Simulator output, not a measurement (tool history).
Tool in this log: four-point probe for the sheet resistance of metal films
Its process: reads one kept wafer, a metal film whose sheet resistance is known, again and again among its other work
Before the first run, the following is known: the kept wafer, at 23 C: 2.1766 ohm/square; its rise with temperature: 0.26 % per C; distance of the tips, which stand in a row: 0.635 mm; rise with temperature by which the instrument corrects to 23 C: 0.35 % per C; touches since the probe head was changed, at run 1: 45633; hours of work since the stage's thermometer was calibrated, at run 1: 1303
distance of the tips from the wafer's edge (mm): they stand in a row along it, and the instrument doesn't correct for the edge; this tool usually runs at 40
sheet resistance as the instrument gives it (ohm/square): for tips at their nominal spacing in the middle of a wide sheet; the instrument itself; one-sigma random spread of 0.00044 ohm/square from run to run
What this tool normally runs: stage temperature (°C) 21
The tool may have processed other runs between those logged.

run,hour,stage temperature (°C),distance of the tips from the wafer's edge (mm),touches since the probe head was changed,hours of work since the stage's thermometer was calibrated,sheet resistance as the instrument gives it (ohm/square)
1,0.0,21,40,45633,1303,2.193913
2,36.2,19,40,46807,1331,2.197740
3,58.6,19,40,47536,1348,2.197770
4,79.1,21,5,48201,1363,2.212470
5,121.6,21,5,49583,1396,2.212384
6,150.5,21,40,50523,1418,2.193815
7,188.8,21,40,51766,1447,2.194188
8,215.3,21,40,52627,1467,2.194055
9,247.6,21,40,53674,1492,2.195150
10,268.5,21,40,54355,1508,2.194355
11,298.4,32,40,55326,1531,2.173657
12,329.4,32,40,56332,1554,2.173525
13,366.4,32,40,57536,1583,2.174513
14,392.7,29,11,58388,1603,2.183603
# hour 404.4: stage's thermometer calibrated
15,431.6,29,40,59635,21,2.178432
16,449.7,29,40,60226,35,2.177373
17,469.4,34,32,60866,50,2.168597
18,505.0,34,32,62023,77,2.168593
19,523.6,29,11,62626,91,2.181675
20,553.3,29,56,63590,114,2.178332
21,578.3,34,39,64403,133,2.168971
22,618.5,32,60,65709,163,2.174425

Here are 5 independent what-if runs from the current tool condition. What would each one return?
A,655.2,21,13,66901,191,?
B,655.2,22,6,66901,191,?
C,655.2,22,25,66901,191,?
D,655.2,21,12,66901,191,?
E,655.2,25,17,66901,191,?

run,sheet resistance as the instrument gives it (ohm/square)
A,2.198312
B,2.205708
C,2.194374
D,2.198750
E,2.187844
Take away the tool's hidden state, keep each run's random variation, and the runs would have read:
run,sheet resistance as the instrument gives it (ohm/square)
A,2.183872
B,2.191224
C,2.179958
D,2.184308
E,2.173470

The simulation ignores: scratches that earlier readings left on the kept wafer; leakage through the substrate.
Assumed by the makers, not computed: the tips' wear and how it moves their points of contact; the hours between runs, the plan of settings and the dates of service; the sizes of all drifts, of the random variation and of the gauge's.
